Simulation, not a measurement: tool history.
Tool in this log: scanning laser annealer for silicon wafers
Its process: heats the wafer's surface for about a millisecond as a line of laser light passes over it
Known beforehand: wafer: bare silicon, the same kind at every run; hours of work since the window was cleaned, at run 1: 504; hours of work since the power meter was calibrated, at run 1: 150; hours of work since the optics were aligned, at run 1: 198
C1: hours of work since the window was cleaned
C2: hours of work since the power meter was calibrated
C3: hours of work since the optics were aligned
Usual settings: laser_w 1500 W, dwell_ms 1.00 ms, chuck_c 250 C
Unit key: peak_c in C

Run 1, hour 0.0: usual settings; C1 504; C2 150; C3 198. Result: peak_c 1041 C.
Run 2, hour 10.1: usual settings; C1 508; C2 154; C3 202. Result: peak_c 1041 C.
Run 3, hour 23.2: usual settings; C1 514; C2 160; C3 208. Result: peak_c 1040 C.
Run 4, hour 32.3: usual settings but dwell_ms 0.90 ms; C1 518; C2 164; C3 212. Result: peak_c 1006 C.
Run 5, hour 45.7: usual settings but dwell_ms 0.90 ms; C1 523; C2 169; C3 217. Result: peak_c 1004 C.
Run 6, hour 51.3: usual settings but dwell_ms 0.90 ms; C1 526; C2 172; C3 220. Result: peak_c 1006 C.
Run 7, hour 63.3: usual settings but dwell_ms 0.90 ms; C1 531; C2 177; C3 225. Result: peak_c 1003 C.
Run 8, hour 73.3: usual settings but dwell_ms 0.75 ms; C1 535; C2 181; C3 229. Result: peak_c 946 C.
Run 9, hour 79.5: usual settings; C1 538; C2 184; C3 232. Result: peak_c 1041 C.
Run 10, hour 93.1: usual settings; C1 543; C2 189; C3 237. Result: peak_c 1037 C.
Run 11, hour 106.9: usual settings but chuck_c 259 C; C1 549; C2 195; C3 243. Result: peak_c 1046 C.
Run 12, hour 113.2: usual settings; C1 552; C2 198; C3 246. Result: peak_c 1038 C.
Run 13, hour 120.2: usual settings; C1 555; C2 201; C3 249. Result: peak_c 1039 C.
Run 14, hour 126.0: usual settings but laser_w 1474 W; C1 557; C2 203; C3 251. Result: peak_c 1023 C.
Run 15, hour 132.6: usual settings but laser_w 1474 W; C1 560; C2 206; C3 254. Result: peak_c 1022 C.
Run 16, hour 144.9: usual settings but chuck_c 289 C; C1 565; C2 211; C3 259. Result: peak_c 1074 C.
Run 17, hour 151.9: usual settings but chuck_c 289 C; C1 568; C2 214; C3 262. Result: peak_c 1075 C.
Run 18, hour 161.1: usual settings; C1 572; C2 218; C3 266. Result: peak_c 1040 C.
Run 19, hour 171.9: usual settings; C1 577; C2 223; C3 271. Result: peak_c 1039 C.
At hour 178.1: optics aligned, line set to its width.
Run 20, hour 188.5: usual settings; C1 582; C2 228; C3 4. Result: peak_c 1033 C.
Run 21, hour 199.2: usual settings; C1 586; C2 232; C3 9. Result: peak_c 1034 C.
Run 22, hour 208.1: usual settings but laser_w 1489 W, dwell_ms 0.99 ms, chuck_c 251 C; C1 590; C2 236; C3 13. Result: peak_c 1024 C.
Run 23, hour 215.9: usual settings but laser_w 1437 W, dwell_ms 1.03 ms, chuck_c 253 C; C1 593; C2 239; C3 16. Result: peak_c 1011 C.
Run 24, hour 223.8: usual settings but laser_w 1484 W, dwell_ms 0.75 ms, chuck_c 289 C; C1 597; C2 243; C3 19. Result: peak_c 970 C.
Run 25, hour 230.8: usual settings but laser_w 1384 W, dwell_ms 1.08 ms, chuck_c 288 C; C1 600; C2 246; C3 22. Result: peak_c 1028 C.
Run 26, hour 244.5: usual settings but dwell_ms 0.86 ms; C1 605; C2 251; C3 28. Result: peak_c 982 C.
At hour 252.2: optics aligned, line set to its width, once more.
Run 27, hour 258.9: usual settings but laser_w 1291 W, dwell_ms 0.92 ms, chuck_c 245 C; C1 609; C2 255; C3 3. Result: peak_c 890 C.
Run 28, hour 264.9: usual settings but laser_w 1569 W, dwell_ms 0.85 ms, chuck_c 278 C; C1 612; C2 258; C3 5. Result: peak_c 1048 C.
Run 29, hour 278.0: usual settings but laser_w 1569 W, dwell_ms 0.85 ms, chuck_c 278 C; C1 617; C2 263; C3 11. Result: peak_c 1043 C.
Run 30, hour 283.9: usual settings but laser_w 1609 W, dwell_ms 0.85 ms, chuck_c 234 C; C1 620; C2 266; C3 13. Result: peak_c 1026 C.
Run 31, hour 293.5: usual settings but laser_w 1335 W, dwell_ms 0.96 ms; C1 624; C2 270; C3 17. Result: peak_c 934 C.
Run 32, hour 303.3: usual settings but laser_w 1467 W, dwell_ms 1.14 ms, chuck_c 261 C; C1 628; C2 274; C3 22. Result: peak_c 1077 C.
Run 33, hour 314.5: usual settings but laser_w 1413 W, dwell_ms 1.03 ms, chuck_c 234 C; C1 633; C2 279; C3 26. Result: peak_c 983 C.
Run 34, hour 322.0: usual settings but laser_w 1413 W, dwell_ms 1.03 ms, chuck_c 234 C; C1 636; C2 282; C3 30. Result: peak_c 983 C.
Run 35, hour 334.8: usual settings but laser_w 1413 W, dwell_ms 0.79 ms, chuck_c 277 C; C1 641; C2 287; C3 35. Result: peak_c 940 C.
Run 36, hour 346.5: usual settings but laser_w 1290 W, dwell_ms 0.72 ms, chuck_c 254 C; C1 646; C2 292; C3 40. Result: peak_c 828 C.
Run 37, hour 352.7: usual settings but laser_w 1290 W, dwell_ms 0.72 ms, chuck_c 254 C; C1 649; C2 295; C3 43. Result: peak_c 829 C.
Run 38, hour 363.5: usual settings but laser_w 1290 W, dwell_ms 0.72 ms, chuck_c 254 C; C1 654; C2 300; C3 47. Result: peak_c 827 C.
Run 39, hour 376.4: usual settings but laser_w 1635 W, dwell_ms 1.20 ms, chuck_c 230 C; C1 659; C2 305; C3 53. Result: peak_c 1171 C.
Run 40, hour 383.7: usual settings but laser_w 1530 W, dwell_ms 1.04 ms, chuck_c 230 C; C1 662; C2 308; C3 56. Result: peak_c 1049 C.

Hidden state or all else? Some run-to-run changes of peak_c, split into what the settings, what came in and random variation would give without the hidden state, and what is left for the hidden state (with any gauge scatter that isn't in both results):
What the log doesn't record here: light that passes the window, % of a clean one's; laser's true power over the reading, %; width of the line over the set one, %; drift of the gauge itself on peak_c, C.
Run 26 -> 27: laser_w 1500 -> 1291, dwell_ms 0.86 -> 0.92, chuck_c 250 -> 245, optics aligned, line set to its width, once more. peak_c -92 C: hidden state +12, all else -104.
Run 27 -> 28: laser_w 1291 -> 1569, dwell_ms 0.92 -> 0.85, chuck_c 245 -> 278. peak_c +158 C: hidden state -5, all else +163.
Run 31 -> 32: laser_w 1335 -> 1467, dwell_ms 0.96 -> 1.14, chuck_c 250 -> 261. peak_c +143 C: hidden state -7, all else +150.
Run 38 -> 39: laser_w 1290 -> 1635, dwell_ms 0.72 -> 1.20, chuck_c 254 -> 230. peak_c +344 C: hidden state -16, all else +360.

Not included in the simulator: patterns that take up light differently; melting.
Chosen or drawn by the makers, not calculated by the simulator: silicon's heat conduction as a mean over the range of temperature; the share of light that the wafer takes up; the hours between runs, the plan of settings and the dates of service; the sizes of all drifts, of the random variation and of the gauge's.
